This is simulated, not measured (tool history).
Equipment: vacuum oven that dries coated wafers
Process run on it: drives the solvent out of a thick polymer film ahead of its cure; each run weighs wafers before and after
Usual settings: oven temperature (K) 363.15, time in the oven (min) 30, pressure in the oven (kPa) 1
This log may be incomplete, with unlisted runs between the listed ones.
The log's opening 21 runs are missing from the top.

run,hour,oven temperature (K),time in the oven (min),pressure in the oven (kPa),solvent left in the film (%)
22,612.7,361.15,25,1,1.81
23,630,374.15,31,1,0.47
24,652.5,363.15,33,1.38,1.17
25,668.5,371.15,53,3.27,1.43
26,696.5,363.15,27,2.98,2.47
27,726.6,377.15,25,2.98,1.09
28,749,372.15,51,1.67,0.76
29,782.4,364.15,30,3.89,2.59
# hour 804.9: oven's thermocouples calibrated
30,805.7,355.15,30,3.89,4.76
31,821.9,376.15,45,1.07,0.44
32,844.7,363.15,30,1.14,1.17
33,878.3,363.15,30,1.14,1.27
34,898,363.15,20,2.1,2.71

What if the next run were any one of these 3? Each begins from the tool's condition after run 34:
A,927.8,375.15,29,3.47,?
B,927.8,370.15,46,0.73,?
C,927.8,358.15,32,2.77,?

run,solvent left in the film (%)
A,1.44
B,0.37
C,2.99
Take away the tool's hidden state, keep each run's random variation, and the runs would have read:
run,solvent left in the film (%)
A,1.42
B,0.33
C,2.97
